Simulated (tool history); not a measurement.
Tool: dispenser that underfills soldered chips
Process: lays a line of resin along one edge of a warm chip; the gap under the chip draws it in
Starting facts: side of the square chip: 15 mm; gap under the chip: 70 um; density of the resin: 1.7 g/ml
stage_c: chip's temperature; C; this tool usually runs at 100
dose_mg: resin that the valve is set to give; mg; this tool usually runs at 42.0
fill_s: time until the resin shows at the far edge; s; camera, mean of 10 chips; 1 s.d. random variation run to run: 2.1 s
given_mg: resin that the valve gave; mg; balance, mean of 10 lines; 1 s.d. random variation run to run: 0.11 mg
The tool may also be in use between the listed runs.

{"run": 1, "hour": 0.0, "stage_c": 100, "dose_mg": 42.0, "fill_s": 304.9, "given_mg": 40.61}
{"hour": 3.3, "done": "new syringe of resin"}
{"run": 2, "hour": 12.6, "stage_c": 105, "dose_mg": 42.0, "fill_s": 227.5, "given_mg": 40.38}
{"hour": 19.0, "done": "new syringe of resin"}
{"run": 3, "hour": 28.5, "stage_c": 100, "dose_mg": 42.0, "fill_s": 282.0, "given_mg": 39.94}
{"hour": 34.8, "done": "new syringe of resin"}
{"run": 4, "hour": 36.4, "stage_c": 100, "dose_mg": 42.0, "fill_s": 235.8, "given_mg": 40.05}
{"hour": 49.9, "done": "new syringe of resin"}
{"run": 5, "hour": 52.9, "stage_c": 100, "dose_mg": 42.0, "fill_s": 236.7, "given_mg": 39.85}
{"hour": 65.4, "done": "new syringe of resin"}
{"run": 6, "hour": 70.1, "stage_c": 100, "dose_mg": 42.0, "fill_s": 257.3, "given_mg": 39.92}
{"hour": 72.7, "done": "dispensing valve cleaned and set on the balance"}
{"hour": 81.4, "done": "new syringe of resin"}
{"run": 7, "hour": 83.1, "stage_c": 100, "dose_mg": 42.0, "fill_s": 237.4, "given_mg": 42.02}
{"run": 8, "hour": 95.3, "stage_c": 100, "dose_mg": 42.0, "fill_s": 315.5, "given_mg": 41.81}
{"hour": 96.7, "done": "new syringe of resin"}
{"run": 9, "hour": 106.4, "stage_c": 100, "dose_mg": 42.0, "fill_s": 283.6, "given_mg": 41.71}
{"hour": 111.7, "done": "new syringe of resin"}
{"run": 10, "hour": 116.5, "stage_c": 100, "dose_mg": 42.0, "fill_s": 245.4, "given_mg": 41.66}
{"hour": 127.1, "done": "new syringe of resin"}
{"run": 11, "hour": 129.7, "stage_c": 100, "dose_mg": 42.0, "fill_s": 242.2, "given_mg": 41.32}
{"run": 12, "hour": 137.8, "stage_c": 100, "dose_mg": 43.3, "fill_s": 295.8, "given_mg": 42.25}
{"hour": 142.1, "done": "new syringe of resin"}
{"run": 13, "hour": 149.6, "stage_c": 100, "dose_mg": 43.3, "fill_s": 272.3, "given_mg": 42.33}
{"hour": 157.6, "done": "new syringe of resin"}
{"run": 14, "hour": 164.4, "stage_c": 100, "dose_mg": 42.0, "fill_s": 268.0, "given_mg": 40.94}
{"run": 15, "hour": 172.2, "stage_c": 100, "dose_mg": 36.3, "fill_s": 331.2, "given_mg": 35.18}
{"hour": 173.9, "done": "new syringe of resin"}
{"run": 16, "hour": 184.3, "stage_c": 100, "dose_mg": 42.0, "fill_s": 292.0, "given_mg": 40.57}
{"hour": 189.1, "done": "new syringe of resin"}
{"run": 17, "hour": 197.8, "stage_c": 100, "dose_mg": 42.0, "fill_s": 277.8, "given_mg": 40.39}
{"hour": 204.6, "done": "new syringe of resin"}
{"run": 18, "hour": 208.9, "stage_c": 103, "dose_mg": 37.6, "fill_s": 231.8, "given_mg": 35.95}
{"run": 19, "hour": 218.7, "stage_c": 103, "dose_mg": 37.6, "fill_s": 300.0, "given_mg": 36.02}
{"hour": 220.1, "done": "new syringe of resin"}
{"run": 20, "hour": 232.5, "stage_c": 88, "dose_mg": 47.3, "fill_s": 515.8, "given_mg": 45.07}
{"hour": 236.4, "done": "new syringe of resin"}
{"hour": 243.0, "done": "dispensing valve cleaned and set on the balance"}
{"run": 21, "hour": 247.9, "stage_c": 88, "dose_mg": 47.3, "fill_s": 490.0, "given_mg": 47.26}
{"hour": 252.9, "done": "new syringe of resin"}
{"run": 22, "hour": 264.6, "stage_c": 88, "dose_mg": 47.3, "fill_s": 503.9, "given_mg": 46.79}
{"hour": 269.0, "done": "new syringe of resin"}
{"run": 23, "hour": 276.6, "stage_c": 109, "dose_mg": 47.3, "fill_s": 187.0, "given_mg": 46.81}
{"hour": 284.8, "done": "new syringe of resin"}
{"run": 24, "hour": 291.4, "stage_c": 103, "dose_mg": 38.8, "fill_s": 242.6, "given_mg": 38.23}
{"hour": 300.5, "done": "new syringe of resin"}
{"run": 25, "hour": 305.7, "stage_c": 103, "dose_mg": 47.0, "fill_s": 230.5, "given_mg": 45.8}
{"hour": 316.8, "done": "new syringe of resin"}
{"run": 26, "hour": 321.7, "stage_c": 112, "dose_mg": 36.1, "fill_s": 163.7, "given_mg": 35.21}
{"hour": 332.2, "done": "new syringe of resin"}
{"run": 27, "hour": 333.1, "stage_c": 113, "dose_mg": 35.8, "fill_s": 146.4, "given_mg": 34.7}
{"hour": 347.3, "done": "new syringe of resin"}
{"run": 28, "hour": 347.4, "stage_c": 111, "dose_mg": 36.9, "fill_s": 151.0, "given_mg": 35.71}
{"hour": 362.8, "done": "new syringe of resin"}
{"run": 29, "hour": 364.1, "stage_c": 111, "dose_mg": 36.9, "fill_s": 154.4, "given_mg": 35.36}
{"run": 30, "hour": 376.9, "stage_c": 114, "dose_mg": 37.1, "fill_s": 189.2, "given_mg": 35.44}
{"hour": 378.5, "done": "new syringe of resin"}
{"run": 31, "hour": 386.8, "stage_c": 114, "dose_mg": 39.3, "fill_s": 162.7, "given_mg": 37.51}
{"hour": 394.5, "done": "new syringe of resin"}
{"run": 32, "hour": 398.3, "stage_c": 97, "dose_mg": 46.5, "fill_s": 291.6, "given_mg": 44.03}
{"run": 33, "hour": 405.5, "stage_c": 96, "dose_mg": 38.0, "fill_s": 367.9, "given_mg": 35.98}
{"hour": 410.5, "done": "new syringe of resin"}
{"hour": 413.5, "done": "dispensing valve cleaned and set on the balance"}
{"run": 34, "hour": 417.1, "stage_c": 86, "dose_mg": 47.5, "fill_s": 483.6, "given_mg": 47.33}

Alternative continuations, all from the tool just after run 34; predict every row:
{"hour": 427.0, "done": "new syringe of resin"}
{"run": "A", "hour": 431.7, "stage_c": 113, "dose_mg": 52.3, "fill_s": "?", "given_mg": "?"}
{"hour": 427.0, "done": "new syringe of resin"}
{"run": "B", "hour": 431.7, "stage_c": 100, "dose_mg": 46.6, "fill_s": "?", "given_mg": "?"}
{"hour": 427.0, "done": "new syringe of resin"}
{"run": "C", "hour": 431.7, "stage_c": 95, "dose_mg": 52.0, "fill_s": "?", "given_mg": "?"}

run=A fill_s=150.4 given_mg=51.83
run=B fill_s=261.1 given_mg=46.13
run=C fill_s=315.8 given_mg=51.44
Without the tool's unlogged condition, the same runs would have read:
run=A fill_s=121.5 given_mg=52.30
run=B fill_s=209.3 given_mg=46.55
run=C fill_s=252.6 given_mg=51.91
